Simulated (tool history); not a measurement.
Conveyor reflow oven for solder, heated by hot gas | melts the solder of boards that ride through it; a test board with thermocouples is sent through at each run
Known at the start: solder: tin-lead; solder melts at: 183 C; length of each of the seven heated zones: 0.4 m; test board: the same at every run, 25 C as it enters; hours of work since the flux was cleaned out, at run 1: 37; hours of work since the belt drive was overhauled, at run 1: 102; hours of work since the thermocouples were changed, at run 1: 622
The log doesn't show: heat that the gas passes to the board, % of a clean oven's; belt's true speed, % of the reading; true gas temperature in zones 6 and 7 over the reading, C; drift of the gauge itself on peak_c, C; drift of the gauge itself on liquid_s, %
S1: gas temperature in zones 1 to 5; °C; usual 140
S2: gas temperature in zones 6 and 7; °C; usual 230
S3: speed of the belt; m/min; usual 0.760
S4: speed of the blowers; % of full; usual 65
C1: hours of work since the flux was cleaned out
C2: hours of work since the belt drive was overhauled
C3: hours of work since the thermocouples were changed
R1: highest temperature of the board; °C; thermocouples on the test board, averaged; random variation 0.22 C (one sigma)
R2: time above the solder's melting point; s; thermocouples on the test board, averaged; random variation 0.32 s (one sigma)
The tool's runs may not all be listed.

| run | hour | S1 | S2 | S3 | S4 | C1 | C2 | C3 | R1 | R2 |
|---|---|---|---|---|---|---|---|---|---|---|
| 1 | 0.0 | 140 | 230 | 0.760 | 65 | 37 | 102 | 622 | 213.6 | 45.6 |
| 2 | 14.7 | 140 | 230 | 0.760 | 65 | 45 | 109 | 629 | 214.1 | 45.5 |
| 3 | 23.5 | 140 | 230 | 0.760 | 65 | 49 | 114 | 634 | 214.0 | 45.2 |
| 4 | 43.1 | 140 | 230 | 0.760 | 65 | 59 | 124 | 644 | 213.8 | 45.3 |
| 5 | 53.9 | 140 | 230 | 0.760 | 65 | 65 | 129 | 649 | 213.8 | 45.4 |
| 6 | 67.5 | 140 | 230 | 0.760 | 65 | 72 | 136 | 656 | 213.5 | 45.1 |
| 7 | 88.2 | 140 | 230 | 0.760 | 65 | 82 | 147 | 667 | 213.5 | 44.9 |
| 8 | 101.5 | 140 | 230 | 0.783 | 65 | 89 | 153 | 673 | 212.7 | 43.0 |
| 9 | 119.5 | 125 | 230 | 0.760 | 65 | 98 | 162 | 682 | 210.7 | 38.9 |
| 10 | 134.3 | 125 | 230 | 0.760 | 65 | 105 | 170 | 690 | 210.4 | 38.7 |
| 11 | 153.6 | 125 | 230 | 0.760 | 65 | 115 | 180 | 700 | 210.0 | 39.1 |
| 12 | 163.2 | 143 | 230 | 0.760 | 65 | 120 | 185 | 705 | 214.2 | 47.3 |
| 13 | 182.1 | 143 | 230 | 0.760 | 65 | 130 | 194 | 714 | 214.3 | 46.5 |
| 14 | 200.6 | 143 | 230 | 0.760 | 65 | 139 | 203 | 723 | 214.0 | 46.3 |
| 15 | 220.1 | 143 | 230 | 0.760 | 65 | 149 | 213 | 733 | 214.0 | 46.9 |
| 16 | 238.8 | 143 | 230 | 0.760 | 65 | 158 | 223 | 743 | 214.0 | 47.0 |
| 17 | 248.1 | 143 | 230 | 0.760 | 65 | 163 | 228 | 748 | 213.6 | 47.2 |
| 18 | 263.6 | 143 | 230 | 0.760 | 65 | 171 | 235 | 755 | 214.3 | 46.5 |
| 19 | 276.9 | 140 | 230 | 0.760 | 77 | 178 | 242 | 762 | 215.7 | 46.4 |
| 20 | 295.4 | 140 | 230 | 0.760 | 77 | 187 | 252 | 772 | 215.1 | 47.3 |
| 21 | 303.7 | 140 | 228 | 0.760 | 60 | 191 | 256 | 776 | 210.7 | 42.5 |
| 22 | 316.7 | 140 | 230 | 0.800 | 65 | 198 | 262 | 782 | 211.1 | 41.5 |
| 23 | 326.2 | 140 | 219 | 0.760 | 64 | 203 | 267 | 787 | 203.6 | 37.4 |
| 24 | 338.0 | 153 | 230 | 0.760 | 65 | 209 | 273 | 793 | 216.0 | 50.8 |
|  | 347.8 | flux residue cleaned out of gas plates and filters |
| 25 | 352.1 | 128 | 225 | 0.696 | 67 | 2 | 278 | 798 | 211.0 | 44.6 |
| 26 | 362.0 | 127 | 242 | 0.760 | 65 | 7 | 283 | 803 | 222.1 | 47.9 |
| 27 | 372.8 | 140 | 222 | 0.760 | 74 | 13 | 288 | 808 | 208.8 | 42.5 |
| 28 | 391.6 | 140 | 222 | 0.760 | 74 | 22 | 298 | 818 | 209.1 | 41.9 |
| 29 | 410.5 | 140 | 230 | 0.637 | 65 | 32 | 307 | 827 | 219.1 | 60.8 |
| 30 | 429.7 | 137 | 219 | 0.729 | 73 | 41 | 317 | 837 | 206.7 | 41.9 |
| 31 | 447.9 | 150 | 219 | 0.729 | 62 | 51 | 326 | 846 | 207.3 | 46.9 |

Forecast each of these 3 alternatives for the next run:
| A | 465.3 | 140 | 230 | 0.760 | 75 | 60 | 335 | 855 | ? | ? |
| B | 465.3 | 150 | 219 | 0.729 | 62 | 60 | 335 | 855 | ? | ? |
| C | 465.3 | 131 | 219 | 0.729 | 62 | 60 | 335 | 855 | ? | ? |

| run | R1 | R2 |
|---|---|---|
| A | 216.3 | 47.9 |
| B | 207.4 | 46.3 |
| C | 203.6 | 36.4 |
Without the tool's hidden state the same runs would have given:
| run | R1 | R2 |
|---|---|---|
| A | 215.3 | 46.9 |
| B | 206.3 | 45.1 |
| C | 202.6 | 35.1 |
